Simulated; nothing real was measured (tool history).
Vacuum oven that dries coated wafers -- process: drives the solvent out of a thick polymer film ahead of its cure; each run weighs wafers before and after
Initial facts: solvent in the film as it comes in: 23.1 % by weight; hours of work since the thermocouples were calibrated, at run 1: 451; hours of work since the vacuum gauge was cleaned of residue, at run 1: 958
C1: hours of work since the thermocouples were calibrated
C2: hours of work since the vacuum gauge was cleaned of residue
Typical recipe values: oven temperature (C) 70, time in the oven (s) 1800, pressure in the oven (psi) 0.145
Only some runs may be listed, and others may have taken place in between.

Run 1, hour 0: usual settings; C1 451; C2 958. Result: solvent left in the film (%) 6.31.
Run 2, hour 62.6: usual settings; C1 495; C2 1002. Result: solvent left in the film (%) 6.36.
At hour 76.1: vacuum gauge cleaned of residue and calibrated.
Run 3, hour 109.7: usual settings but time in the oven (s) 2820; C1 527; C2 24. Result: solvent left in the film (%) 3.63.
Run 4, hour 145.3: usual settings but time in the oven (s) 2820; C1 552; C2 49. Result: solvent left in the film (%) 3.78.
Run 5, hour 201.6: usual settings but time in the oven (s) 2820; C1 592; C2 89. Result: solvent left in the film (%) 3.63.
Run 6, hour 244.5: usual settings but time in the oven (s) 1560; C1 622; C2 119. Result: solvent left in the film (%) 7.33.
Run 7, hour 288.9: usual settings but oven temperature (C) 80, time in the oven (s) 1560; C1 654; C2 150. Result: solvent left in the film (%) 2.78.
Run 8, hour 324.7: usual settings; C1 679; C2 175. Result: solvent left in the film (%) 6.59.
Run 9, hour 353: usual settings; C1 699; C2 195. Result: solvent left in the film (%) 6.64.
Run 10, hour 396.1: usual settings; C1 729; C2 226. Result: solvent left in the film (%) 6.58.
At hour 445.8: oven's thermocouples calibrated.
Run 11, hour 460.8: usual settings but oven temperature (C) 76; C1 11; C2 270. Result: solvent left in the film (%) 3.86.
Run 12, hour 504.7: usual settings but oven temperature (C) 83; C1 42; C2 301. Result: solvent left in the film (%) 1.48.
Run 13, hour 537.4: usual settings but oven temperature (C) 83; C1 65; C2 324. Result: solvent left in the film (%) 1.62.
Run 14, hour 598: usual settings but oven temperature (C) 83; C1 107; C2 367. Result: solvent left in the film (%) 1.58.
Run 15, hour 643.5: usual settings but oven temperature (C) 83; C1 139; C2 399. Result: solvent left in the film (%) 1.6.
Run 16, hour 693.6: usual settings but oven temperature (C) 83, time in the oven (s) 1860; C1 175; C2 434. Result: solvent left in the film (%) 1.52.
Run 17, hour 726.2: usual settings but time in the oven (s) 1320; C1 198; C2 457. Result: solvent left in the film (%) 9.08.
Run 18, hour 772.7: usual settings but time in the oven (s) 1500; C1 231; C2 490. Result: solvent left in the film (%) 8.25.
At hour 800.7: oven's thermocouples calibrated, once more.
Run 19, hour 828.2: usual settings but time in the oven (s) 1740; C1 19; C2 528. Result: solvent left in the film (%) 5.81.
Run 20, hour 876.5: usual settings but time in the oven (s) 1740; C1 54; C2 562. Result: solvent left in the film (%) 5.95.
Run 21, hour 903.3: usual settings; C1 72; C2 581. Result: solvent left in the film (%) 5.85.
Run 22, hour 957.6: usual settings; C1 111; C2 619. Result: solvent left in the film (%) 5.82.
Run 23, hour 995.4: usual settings; C1 137; C2 645. Result: solvent left in the film (%) 5.88.
Run 24, hour 1029: usual settings; C1 161; C2 669. Result: solvent left in the film (%) 5.84.
Run 25, hour 1083.6: usual settings; C1 200; C2 708. Result: solvent left in the film (%) 5.9.
Run 26, hour 1142.9: usual settings but time in the oven (s) 3000, pressure in the oven (psi) 0.11; C1 241; C2 750. Result: solvent left in the film (%) 2.87.
Run 27, hour 1182.9: usual settings but oven temperature (C) 67, time in the oven (s) 2820, pressure in the oven (psi) 0.299; C1 270; C2 778. Result: solvent left in the film (%) 5.42.
Run 28, hour 1229.7: usual settings but oven temperature (C) 77, time in the oven (s) 2340, pressure in the oven (psi) 0.569; C1 303; C2 811. Result: solvent left in the film (%) 3.35.
Run 29, hour 1287.3: usual settings but oven temperature (C) 57, time in the oven (s) 2460, pressure in the oven (psi) 0.094; C1 343; C2 851. Result: solvent left in the film (%) 10.71.
Run 30, hour 1328.2: usual settings but oven temperature (C) 57, time in the oven (s) 2460, pressure in the oven (psi) 0.094; C1 372; C2 880. Result: solvent left in the film (%) 10.71.
Run 31, hour 1378: usual settings but oven temperature (C) 61, time in the oven (s) 1080, pressure in the oven (psi) 0.492; C1 407; C2 915. Result: solvent left in the film (%) 14.75.
Run 32, hour 1418.4: usual settings but oven temperature (C) 68, time in the oven (s) 1860, pressure in the oven (psi) 0.247; C1 436; C2 944. Result: solvent left in the film (%) 7.38.
Run 33, hour 1463.9: usual settings but time in the oven (s) 2160; C1 468; C2 976. Result: solvent left in the film (%) 5.09.
Run 34, hour 1494.1: usual settings but oven temperature (C) 65, time in the oven (s) 1140; C1 489; C2 997. Result: solvent left in the film (%) 11.68.
At hour 1512.1: vacuum gauge cleaned of residue and calibrated.
Run 35, hour 1532.5: usual settings but oven temperature (C) 65, time in the oven (s) 1140; C1 515; C2 14. Result: solvent left in the film (%) 11.77.
Run 36, hour 1574.9: usual settings but oven temperature (C) 65, time in the oven (s) 1140; C1 545; C2 44. Result: solvent left in the film (%) 11.78.
Run 37, hour 1605.4: usual settings but oven temperature (C) 74, time in the oven (s) 2700, pressure in the oven (psi) 0.264; C1 567; C2 66. Result: solvent left in the film (%) 2.6.
Run 38, hour 1665.2: usual settings but oven temperature (C) 56, time in the oven (s) 1140, pressure in the oven (psi) 0.234; C1 609; C2 108. Result: solvent left in the film (%) 15.67.
Run 39, hour 1712.8: usual settings but oven temperature (C) 56, time in the oven (s) 1740, pressure in the oven (psi) 0.234; C1 642; C2 142. Result: solvent left in the film (%) 13.73.
Run 40, hour 1769.5: usual settings but oven temperature (C) 56, time in the oven (s) 2820, pressure in the oven (psi) 0.442; C1 682; C2 181. Result: solvent left in the film (%) 12.74.
Run 41, hour 1830.6: usual settings but oven temperature (C) 67, time in the oven (s) 960, pressure in the oven (psi) 0.442; C1 725; C2 225. Result: solvent left in the film (%) 12.92.
Run 42, hour 1881.1: usual settings but oven temperature (C) 80, pressure in the oven (psi) 0.47; C1 761; C2 260. Result: solvent left in the film (%) 3.13.
At hour 1887.6: oven's thermocouples calibrated.
Run 43, hour 1929.7: usual settings but oven temperature (C) 80, pressure in the oven (psi) 0.47; C1 30; C2 293. Result: solvent left in the film (%) 2.95.
Run 44, hour 1981.5: usual settings but oven temperature (C) 80, pressure in the oven (psi) 0.47; C1 66; C2 330. Result: solvent left in the film (%) 3.14.
Run 45, hour 2009.1: usual settings but pressure in the oven (psi) 0.395; C1 86; C2 349. Result: solvent left in the film (%) 7.21.
Run 46, hour 2048.4: usual settings but oven temperature (C) 69, time in the oven (s) 900, pressure in the oven (psi) 0.36; C1 113; C2 377. Result: solvent left in the film (%) 12.04.

Below are 5 alternative next runs, each starting from the tool's condition after run 46. Predict each:
Run A, hour 2091.4: usual settings but oven temperature (C) 72, time in the oven (s) 1500, pressure in the oven (psi) 0.216; C1 144; C2 407. Result: solvent left in the film (%) ?.
Run B, hour 2091.4: usual settings but oven temperature (C) 66, time in the oven (s) 1680, pressure in the oven (psi) 0.202; C1 144; C2 407. Result: solvent left in the film (%) ?.
Run C, hour 2091.4: usual settings but oven temperature (C) 81, time in the oven (s) 1440, pressure in the oven (psi) 0.36; C1 144; C2 407. Result: solvent left in the film (%) ?.
Run D, hour 2091.4: usual settings but oven temperature (C) 64, time in the oven (s) 900, pressure in the oven (psi) 0.36; C1 144; C2 407. Result: solvent left in the film (%) ?.
Run E, hour 2091.4: usual settings but oven temperature (C) 69, time in the oven (s) 900, pressure in the oven (psi) 0.439; C1 144; C2 407. Result: solvent left in the film (%) ?.

run  solvent left in the film (%)
  A                          6.64
  B                          9.17
  C                          3.39
  D                         14.17
  E                         12.28
Take away the tool's hidden state, keep each run's random variation, and the runs would have read:
run  solvent left in the film (%)
  A                           6.3
  B                          8.83
  C                          3.15
  D                         13.91
  E                         11.98
